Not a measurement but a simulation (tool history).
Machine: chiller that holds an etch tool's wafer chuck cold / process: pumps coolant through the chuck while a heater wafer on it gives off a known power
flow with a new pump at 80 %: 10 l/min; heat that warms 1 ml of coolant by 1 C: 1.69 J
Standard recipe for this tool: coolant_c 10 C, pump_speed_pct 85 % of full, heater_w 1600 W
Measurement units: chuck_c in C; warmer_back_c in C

run 1 day=0.000 | coolant_c=10 pump_speed_pct=85 heater_w=1600 | chuck_c=21.5 warmer_back_c=5.31
run 2 day=2.296 | coolant_c=10 pump_speed_pct=85 heater_w=935 | chuck_c=16.7 warmer_back_c=3.12
run 3 day=4.696 | coolant_c=10 pump_speed_pct=85 heater_w=935 | chuck_c=16.9 warmer_back_c=3.12
run 4 day=6.229 | coolant_c=10 pump_speed_pct=85 heater_w=1793 | chuck_c=23.0 warmer_back_c=6.01
run 5 day=7.696 | coolant_c=10 pump_speed_pct=85 heater_w=1793 | chuck_c=22.9 warmer_back_c=5.99
run 6 day=9.458 | coolant_c=10 pump_speed_pct=85 heater_w=1793 | chuck_c=22.9 warmer_back_c=6.02
run 7 day=11.017 | coolant_c=10 pump_speed_pct=85 heater_w=1793 | chuck_c=22.9 warmer_back_c=6.05
run 8 day=12.267 | coolant_c=10 pump_speed_pct=85 heater_w=1793 | chuck_c=23.0 warmer_back_c=6.00
run 9 day=13.754 | coolant_c=10 pump_speed_pct=85 heater_w=1600 | chuck_c=21.5 warmer_back_c=5.42
run 10 day=16.117 | coolant_c=10 pump_speed_pct=85 heater_w=1600 | chuck_c=21.5 warmer_back_c=5.40
run 11 day=17.529 | coolant_c=10 pump_speed_pct=85 heater_w=1600 | chuck_c=21.6 warmer_back_c=5.39
run 12 day=18.988 | coolant_c=7 pump_speed_pct=85 heater_w=1600 | chuck_c=18.7 warmer_back_c=5.39
run 13 day=21.571 | coolant_c=1 pump_speed_pct=95 heater_w=850 | chuck_c=6.5 warmer_back_c=2.61
run 14 day=22.683 | coolant_c=1 pump_speed_pct=95 heater_w=850 | chuck_c=6.6 warmer_back_c=2.62
run 15 day=24.562 | coolant_c=13 pump_speed_pct=66 heater_w=850 | chuck_c=20.6 warmer_back_c=3.74
run 16 day=26.008 | coolant_c=0 pump_speed_pct=67 heater_w=834 | chuck_c=7.4 warmer_back_c=3.61
run 17 day=27.562 | coolant_c=4 pump_speed_pct=93 heater_w=1510 | chuck_c=14.0 warmer_back_c=4.66
run 18 day=29.171 | coolant_c=14 pump_speed_pct=67 heater_w=1416 | chuck_c=26.6 warmer_back_c=6.13
run 19 day=30.838 | coolant_c=17 pump_speed_pct=92 heater_w=1600 | chuck_c=27.8 warmer_back_c=4.98
run 20 day=32.292 | coolant_c=9 pump_speed_pct=85 heater_w=1423 | chuck_c=19.3 warmer_back_c=4.82
run 21 day=33.412 | coolant_c=5 pump_speed_pct=89 heater_w=842 | chuck_c=11.0 warmer_back_c=2.70
run 22 day=35.083 | coolant_c=5 pump_speed_pct=89 heater_w=842 | chuck_c=10.9 warmer_back_c=2.80
run 23 day=37.538 | coolant_c=11 pump_speed_pct=68 heater_w=1552 | chuck_c=24.4 warmer_back_c=6.60
run 24 day=38.788 | coolant_c=11 pump_speed_pct=68 heater_w=1552 | chuck_c=24.5 warmer_back_c=6.65

5 ways to go on from here, each from the tool as it stands after run 24. What would each give?
run A day=40.229 | coolant_c=11 pump_speed_pct=68 heater_w=1655 | chuck_c=? warmer_back_c=?
run B day=40.229 | coolant_c=18 pump_speed_pct=67 heater_w=2214 | chuck_c=? warmer_back_c=?
run C day=40.229 | coolant_c=7 pump_speed_pct=61 heater_w=2309 | chuck_c=? warmer_back_c=?
run D day=40.229 | coolant_c=12 pump_speed_pct=85 heater_w=1600 | chuck_c=? warmer_back_c=?
run E day=40.229 | coolant_c=19 pump_speed_pct=75 heater_w=1263 | chuck_c=? warmer_back_c=?

run=A chuck_c=25.4 warmer_back_c=7.07
run=B chuck_c=37.4 warmer_back_c=9.55
run=C chuck_c=29.0 warmer_back_c=11.00
run=D chuck_c=23.5 warmer_back_c=5.49
run=E chuck_c=29.1 warmer_back_c=4.94
Without the tool's hidden state the same runs would have given:
run=A chuck_c=25.4 warmer_back_c=6.95
run=B chuck_c=37.4 warmer_back_c=9.42
run=C chuck_c=29.0 warmer_back_c=10.87
run=D chuck_c=23.4 warmer_back_c=5.37
run=E chuck_c=29.1 warmer_back_c=4.82

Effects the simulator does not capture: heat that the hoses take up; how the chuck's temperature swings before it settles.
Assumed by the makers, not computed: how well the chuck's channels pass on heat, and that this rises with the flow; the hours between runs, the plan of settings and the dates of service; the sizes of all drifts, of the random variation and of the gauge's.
